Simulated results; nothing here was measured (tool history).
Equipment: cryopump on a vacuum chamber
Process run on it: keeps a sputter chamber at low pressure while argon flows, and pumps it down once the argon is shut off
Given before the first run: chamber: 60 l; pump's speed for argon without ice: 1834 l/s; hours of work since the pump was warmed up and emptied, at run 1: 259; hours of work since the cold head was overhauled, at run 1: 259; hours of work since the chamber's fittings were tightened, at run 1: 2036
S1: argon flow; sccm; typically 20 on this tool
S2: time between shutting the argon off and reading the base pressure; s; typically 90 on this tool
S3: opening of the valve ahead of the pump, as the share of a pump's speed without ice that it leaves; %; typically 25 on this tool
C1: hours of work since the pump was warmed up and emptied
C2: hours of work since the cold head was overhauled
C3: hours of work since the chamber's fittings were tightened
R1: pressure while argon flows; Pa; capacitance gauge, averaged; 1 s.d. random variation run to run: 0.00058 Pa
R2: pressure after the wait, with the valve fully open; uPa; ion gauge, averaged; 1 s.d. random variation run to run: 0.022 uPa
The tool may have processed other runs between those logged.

Run 1, day 0.000: usual settings; C1 259; C2 259; C3 2036. Result: R1 0.0760 Pa, R2 0.98 uPa.
Run 2, day 1.129: usual settings; C1 270; C2 270; C3 2047. Result: R1 0.0755 Pa, R2 0.98 uPa.
Run 3, day 3.292: usual settings; C1 291; C2 291; C3 2068. Result: R1 0.0765 Pa, R2 1.02 uPa.
Run 4, day 4.767: usual settings but S2 46 s; C1 305; C2 305; C3 2082. Result: R1 0.0766 Pa, R2 1.39 uPa.
Run 5, day 5.896: usual settings but S2 46 s; C1 316; C2 316; C3 2093. Result: R1 0.0765 Pa, R2 1.43 uPa.
Run 6, day 8.350: usual settings but S2 169 s; C1 340; C2 340; C3 2117. Result: R1 0.0775 Pa, R2 0.79 uPa.
Run 7, day 9.438: usual settings but S2 169 s; C1 350; C2 350; C3 2127. Result: R1 0.0778 Pa, R2 0.80 uPa.
Run 8, day 11.008: usual settings but S2 169 s; C1 366; C2 366; C3 2142. Result: R1 0.0763 Pa, R2 0.79 uPa.
Run 9, day 13.142: usual settings but S2 169 s; C1 386; C2 386; C3 2163. Result: R1 0.0756 Pa, R2 0.83 uPa.
Run 10, day 14.358: usual settings but S2 169 s; C1 398; C2 398; C3 2175. Result: R1 0.0767 Pa, R2 0.80 uPa.
Run 11, day 15.688: usual settings; C1 411; C2 411; C3 2188. Result: R1 0.0773 Pa, R2 1.02 uPa.
Run 12, day 17.888: usual settings; C1 432; C2 432; C3 2209. Result: R1 0.0773 Pa, R2 1.04 uPa.
Run 13, day 20.079: usual settings but S2 31 s; C1 454; C2 454; C3 2231. Result: R1 0.0791 Pa, R2 1.93 uPa.
Run 14, day 22.367: usual settings but S2 167 s; C1 476; C2 476; C3 2253. Result: R1 0.0773 Pa, R2 0.89 uPa.
Run 15, day 23.767: usual settings; C1 489; C2 489; C3 2266. Result: R1 0.0774 Pa, R2 1.05 uPa.
Run 16, day 24.792: usual settings; C1 499; C2 499; C3 2276. Result: R1 0.0789 Pa, R2 1.07 uPa.
Run 17, day 26.596: usual settings but S1 16 sccm; C1 517; C2 517; C3 2294. Result: R1 0.0622 Pa, R2 1.05 uPa.
Run 18, day 28.454: usual settings but S1 16 sccm; C1 535; C2 535; C3 2312. Result: R1 0.0630 Pa, R2 1.15 uPa.
Run 19, day 29.538: usual settings but S1 37 sccm, S3 20 %; C1 545; C2 545; C3 2322. Result: R1 0.1789 Pa, R2 1.08 uPa.
Run 20, day 30.979: usual settings but S1 37 sccm, S3 20 %; C1 559; C2 559; C3 2336. Result: R1 0.1790 Pa, R2 1.12 uPa.
Run 21, day 32.412: usual settings but S1 23 sccm, S2 178 s, S3 20 %; C1 573; C2 573; C3 2350. Result: R1 0.1114 Pa, R2 0.90 uPa.
Run 22, day 34.321: usual settings but S1 18 sccm, S2 43 s; C1 592; C2 592; C3 2369. Result: R1 0.0705 Pa, R2 1.61 uPa.
Run 23, day 36.425: usual settings but S1 18 sccm, S2 36 s; C1 612; C2 612; C3 2389. Result: R1 0.0728 Pa, R2 1.85 uPa.
Run 24, day 37.442: usual settings but S1 15 sccm, S2 27 s, S3 21 %; C1 622; C2 622; C3 2399. Result: R1 0.0704 Pa, R2 2.17 uPa.
Run 25, day 38.908: usual settings but S1 36 sccm, S2 122 s, S3 51 %; C1 636; C2 636; C3 2413. Result: R1 0.0761 Pa, R2 1.02 uPa.
Run 26, day 39.925: usual settings but S1 17 sccm, S2 59 s, S3 17 %; C1 646; C2 646; C3 2423. Result: R1 0.0972 Pa, R2 1.42 uPa.
Run 27, day 41.862: usual settings but S1 10 sccm; C1 665; C2 665; C3 2442. Result: R1 0.0406 Pa, R2 1.15 uPa.
Run 28, day 44.188: usual settings but S1 10 sccm; C1 688; C2 688; C3 2465. Result: R1 0.0401 Pa, R2 1.16 uPa.
Run 29, day 45.554: usual settings but S1 27 sccm, S2 98 s, S3 28 %; C1 701; C2 701; C3 2478. Result: R1 0.0990 Pa, R2 1.10 uPa.
Run 30, day 47.108: usual settings but S1 27 sccm, S2 98 s, S3 28 %; C1 716; C2 716; C3 2493. Result: R1 0.0984 Pa, R2 1.15 uPa.
At day 48.458: pump warmed up, emptied and cooled again.
Run 31, day 49.662: usual settings but S1 27 sccm, S2 22 s, S3 15 %; C1 12; C2 739; C3 2516. Result: R1 0.1651 Pa, R2 2.42 uPa.
Run 32, day 50.871: usual settings but S1 27 sccm, S2 22 s, S3 15 %; C1 23; C2 751; C3 2527. Result: R1 0.1674 Pa, R2 2.40 uPa.
Run 33, day 52.538: usual settings but S1 27 sccm, S2 22 s, S3 15 %; C1 40; C2 767; C3 2544. Result: R1 0.1662 Pa, R2 2.41 uPa.
Run 34, day 53.938: usual settings but S1 19 sccm, S3 47 %; C1 53; C2 780; C3 2557. Result: R1 0.0381 Pa, R2 1.05 uPa.

Below, each run's measurement less what the same run would have read without the hidden state. Both values contain the same run-to-run variation, but the gauge's scatter may not be the same in both:
The tool's hidden condition here consists of: pump's speed, % of a pump's without ice; cold plate's temperature, K; leak into the chamber, uPa l/s; drift of the gauge itself on working_pa, %; drift of the gauge itself on base_upa, %.
run       R1     R2
  1  +0.0021  +0.37
  2  +0.0022  +0.38
  3  +0.0024  +0.39
  4  +0.0026  +0.37
  5  +0.0027  +0.39
  6  +0.0028  +0.40
  7  +0.0029  +0.41
  8  +0.0030  +0.42
  9  +0.0032  +0.43
 10  +0.0033  +0.41
 11  +0.0035  +0.43
 12  +0.0037  +0.43
 13  +0.0039  +0.46
 14  +0.0041  +0.46
 15  +0.0043  +0.46
 16  +0.0044  +0.46
 17  +0.0036  +0.48
 18  +0.0038  +0.49
 19  +0.0090  +0.49
 20  +0.0093  +0.49
 21  +0.0059  +0.51
 22  +0.0048  +0.52
 23  +0.0051  +0.53
 24  +0.0044  +0.53
 25  +0.0107  +0.52
 26  +0.0051  +0.56
 27  +0.0031  +0.55
 28  +0.0032  +0.56
 29  +0.0090  +0.56
 30  +0.0093  +0.58
 31  +0.0005  +0.40
 32  +0.0007  +0.40
 33  +0.0009  +0.40
 34  +0.0007  +0.42
